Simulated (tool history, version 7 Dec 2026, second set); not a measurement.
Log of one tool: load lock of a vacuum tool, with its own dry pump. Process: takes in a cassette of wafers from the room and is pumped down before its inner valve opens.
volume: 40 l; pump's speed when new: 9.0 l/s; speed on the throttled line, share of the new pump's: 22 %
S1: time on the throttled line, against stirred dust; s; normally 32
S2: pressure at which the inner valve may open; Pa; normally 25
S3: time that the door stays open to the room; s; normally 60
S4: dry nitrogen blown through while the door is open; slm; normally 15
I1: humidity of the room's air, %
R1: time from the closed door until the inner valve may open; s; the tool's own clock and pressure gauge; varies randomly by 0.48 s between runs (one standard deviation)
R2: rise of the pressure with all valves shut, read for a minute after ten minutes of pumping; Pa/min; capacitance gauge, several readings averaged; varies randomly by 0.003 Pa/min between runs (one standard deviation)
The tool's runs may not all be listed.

{"run": 1, "hour": 0.0, "S1": 32, "S2": 25, "S3": 60, "S4": 15, "I1": 45.3, "R1": 62.5, "R2": 0.43}
{"run": 2, "hour": 435.5, "S1": 32, "S2": 25, "S3": 60, "S4": 15, "I1": 46, "R1": 62.9, "R2": 0.472}
{"run": 3, "hour": 662.7, "S1": 32, "S2": 41, "S3": 60, "S4": 15, "I1": 44.4, "R1": 61.4, "R2": 0.485}
{"hour": 996.1, "done": "door's seal changed, seat wiped"}
{"run": 4, "hour": 1204.8, "S1": 32, "S2": 41, "S3": 60, "S4": 15, "I1": 42.1, "R1": 61.9, "R2": 0.023}
{"run": 5, "hour": 1561.7, "S1": 32, "S2": 41, "S3": 60, "S4": 15, "I1": 45.1, "R1": 61.5, "R2": 0.037}
{"run": 6, "hour": 2064.5, "S1": 32, "S2": 41, "S3": 60, "S4": 15, "I1": 45.4, "R1": 62.1, "R2": 0.038}
{"run": 7, "hour": 2525.0, "S1": 32, "S2": 41, "S3": 60, "S4": 15, "I1": 47.1, "R1": 62.5, "R2": 0.055}
{"run": 8, "hour": 2949.1, "S1": 32, "S2": 41, "S3": 60, "S4": 15, "I1": 48.1, "R1": 63.2, "R2": 0.057}
{"run": 9, "hour": 3403.5, "S1": 32, "S2": 25, "S3": 60, "S4": 15, "I1": 43.2, "R1": 64.6, "R2": 0.082}
{"run": 10, "hour": 3699.0, "S1": 32, "S2": 25, "S3": 60, "S4": 5, "I1": 47.9, "R1": 65.6, "R2": 0.091}
{"run": 11, "hour": 4120.8, "S1": 32, "S2": 25, "S3": 60, "S4": 15, "I1": 46.8, "R1": 65, "R2": 0.095}
{"run": 12, "hour": 4479.6, "S1": 23, "S2": 25, "S3": 60, "S4": 15, "I1": 46.3, "R1": 58.8, "R2": 0.105}
{"run": 13, "hour": 4756.5, "S1": 32, "S2": 25, "S3": 60, "S4": 27, "I1": 44.7, "R1": 65.5, "R2": 0.112}
{"run": 14, "hour": 5236.5, "S1": 32, "S2": 25, "S3": 60, "S4": 27, "I1": 43.5, "R1": 65.1, "R2": 0.14}
{"run": 15, "hour": 5719.9, "S1": 32, "S2": 25, "S3": 60, "S4": 41, "I1": 46.1, "R1": 65.8, "R2": 0.155}
{"run": 16, "hour": 6246.6, "S1": 32, "S2": 25, "S3": 60, "S4": 41, "I1": 46.9, "R1": 64.8, "R2": 0.185}
{"run": 17, "hour": 6486.9, "S1": 32, "S2": 25, "S3": 60, "S4": 41, "I1": 47.2, "R1": 66, "R2": 0.192}
{"run": 18, "hour": 6859.9, "S1": 35, "S2": 25, "S3": 60, "S4": 41, "I1": 47.8, "R1": 68.8, "R2": 0.215}
{"run": 19, "hour": 7086.1, "S1": 22, "S2": 42, "S3": 26, "S4": 15, "I1": 49.3, "R1": 56.2, "R2": 0.224}
{"run": 20, "hour": 7543.5, "S1": 46, "S2": 42, "S3": 26, "S4": 10, "I1": 48.5, "R1": 74, "R2": 0.252}
{"run": 21, "hour": 8045.1, "S1": 46, "S2": 42, "S3": 26, "S4": 10, "I1": 43.6, "R1": 75.2, "R2": 0.274}
{"run": 22, "hour": 8354.3, "S1": 46, "S2": 42, "S3": 26, "S4": 10, "I1": 45.5, "R1": 75.2, "R2": 0.295}
{"run": 23, "hour": 8713.9, "S1": 46, "S2": 42, "S3": 26, "S4": 10, "I1": 47.2, "R1": 74.6, "R2": 0.314}
{"run": 24, "hour": 9264.0, "S1": 46, "S2": 42, "S3": 26, "S4": 10, "I1": 47.2, "R1": 75.2, "R2": 0.353}
{"hour": 9674.7, "done": "dry pump taken out, an overhauled one fitted"}
{"run": 25, "hour": 9787.5, "S1": 32, "S2": 26, "S3": 60, "S4": 25, "I1": 44.2, "R1": 62.9, "R2": 0.385}
{"run": 26, "hour": 10036.8, "S1": 32, "S2": 26, "S3": 60, "S4": 25, "I1": 43.9, "R1": 61.7, "R2": 0.403}
{"run": 27, "hour": 10387.2, "S1": 32, "S2": 26, "S3": 60, "S4": 25, "I1": 47, "R1": 62.3, "R2": 0.435}
{"hour": 10460.0, "done": "door's seal changed, seat wiped"}
{"run": 28, "hour": 10733.1, "S1": 32, "S2": 26, "S3": 60, "S4": 25, "I1": 42.3, "R1": 62.4, "R2": 0.019}
{"run": 29, "hour": 11214.2, "S1": 32, "S2": 26, "S3": 60, "S4": 25, "I1": 44.3, "R1": 62.3, "R2": 0.026}
{"run": 30, "hour": 11522.5, "S1": 32, "S2": 26, "S3": 60, "S4": 25, "I1": 46.4, "R1": 63, "R2": 0.034}
{"run": 31, "hour": 12060.8, "S1": 32, "S2": 26, "S3": 60, "S4": 25, "I1": 44.2, "R1": 62.7, "R2": 0.051}
{"run": 32, "hour": 12306.5, "S1": 32, "S2": 26, "S3": 83, "S4": 25, "I1": 47, "R1": 64.2, "R2": 0.063}
{"run": 33, "hour": 12778.0, "S1": 22, "S2": 22, "S3": 60, "S4": 15, "I1": 46.2, "R1": 56.1, "R2": 0.07}
{"run": 34, "hour": 13056.9, "S1": 22, "S2": 22, "S3": 60, "S4": 15, "I1": 45.9, "R1": 55.4, "R2": 0.081}
{"run": 35, "hour": 13336.4, "S1": 19, "S2": 22, "S3": 59, "S4": 6, "I1": 44.5, "R1": 54.3, "R2": 0.092}
{"run": 36, "hour": 13686.3, "S1": 32, "S2": 37, "S3": 60, "S4": 32, "I1": 49, "R1": 61.9, "R2": 0.103}

Each row is a separate what-if for the run after 36, all from the same tool condition, not one after another. Results?
{"run": "A", "hour": 13937.6, "S1": 32, "S2": 20, "S3": 60, "S4": 13, "I1": 43, "R1": "?", "R2": "?"}
{"run": "B", "hour": 13937.6, "S1": 32, "S2": 37, "S3": 80, "S4": 32, "I1": 44.6, "R1": "?", "R2": "?"}
{"run": "C", "hour": 13937.6, "S1": 37, "S2": 18, "S3": 60, "S4": 14, "I1": 46.2, "R1": "?", "R2": "?"}
{"run": "D", "hour": 13937.6, "S1": 32, "S2": 27, "S3": 60, "S4": 15, "I1": 45.5, "R1": "?", "R2": "?"}
{"run": "E", "hour": 13937.6, "S1": 32, "S2": 25, "S3": 51, "S4": 15, "I1": 46.9, "R1": "?", "R2": "?"}

run=A R1=64.4 R2=0.11
run=B R1=62.4 R2=0.11
run=C R1=69.5 R2=0.116
run=D R1=64 R2=0.111
run=E R1=64.3 R2=0.111
The same runs, with their run-to-run variation unchanged, on a tool lacking any hidden condition would have given:
run=A R1=62.4 R2=0.019
run=B R1=60.5 R2=0.019
run=C R1=67.5 R2=0.025
run=D R1=61.9 R2=0.019
run=E R1=62.3 R2=0.021
